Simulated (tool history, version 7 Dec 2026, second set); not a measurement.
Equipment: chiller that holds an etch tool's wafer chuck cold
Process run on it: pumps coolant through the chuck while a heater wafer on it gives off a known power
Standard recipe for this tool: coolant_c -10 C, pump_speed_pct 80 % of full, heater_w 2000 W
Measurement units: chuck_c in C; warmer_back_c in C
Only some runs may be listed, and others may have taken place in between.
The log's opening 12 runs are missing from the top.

run,hour,coolant_c,pump_speed_pct,heater_w,hours since the coolant was changed and the channels were flushed,hours since the pump was overhauled,hours since the chiller's thermometer was calibrated,chuck_c,warmer_back_c
13,1030.5,-10,69,2000,2249,1576,662,7.7,8.71
14,1103.3,-3,80,2000,2322,1649,735,12.5,7.39
15,1201.7,-3,80,2000,2421,1747,833,12.6,7.48
16,1261.5,-3,80,2000,2480,1807,893,12.8,7.45
17,1384.2,-3,80,2000,2603,1930,1016,12.9,7.48
18,1456.9,-3,80,2000,2676,2002,1088,12.9,7.48
19,1568.3,-12,64,2000,2787,2114,1200,7.2,9.62
20,1662.2,-19,80,1731,2881,2208,1294,-5.1,6.48
21,1739.8,-19,80,1731,2959,2285,1371,-4.9,6.54
22,1864,-19,61,1881,3083,2409,1495,0.4,9.53
23,1985.6,-19,61,1881,3205,2531,1617,0.4,9.6
24,2069.8,-19,61,1881,3289,2615,1701,0.6,9.62
25,2148.7,-19,61,1881,3368,2694,1780,0.5,9.57
26,2232.4,-8,85,1589,3451,2778,1864,4.7,5.62
27,2324.6,-19,61,1589,3543,2870,1956,-2.1,8.14
28,2375.2,-19,61,1589,3594,2920,2007,-2.2,8.14
29,2451.4,-17,61,1290,3670,2997,2083,-3.3,6.67
# hour 2486.8: chiller's thermometer calibrated
30,2572.9,-18,74,2334,3791,3117,86,3.1,9.77
31,2636.4,-14,67,2891,3854,3181,150,14.5,13.51

Each row is a separate what-if for the run after 31, all from the same tool condition, not one after another. Results?
A,2714.3,-19,66,1835,3932,3259,227,?,?
B,2714.3,-8,67,1352,3932,3259,227,?,?
C,2714.3,0,80,2000,3932,3259,227,?,?
D,2714.3,-6,87,1020,3932,3259,227,?,?
E,2714.3,-14,67,2452,3932,3259,227,?,?

run,chuck_c,warmer_back_c
A,-0.6,8.74
B,5.4,6.38
C,17.2,7.74
D,2,3.63
E,10.4,11.48
Stripped of hidden state, with their random variation kept, the same runs would have yielded:
run,chuck_c,warmer_back_c
A,-4,8.02
B,2.9,5.86
C,13.9,7.1
D,0.4,3.33
E,5.9,10.54
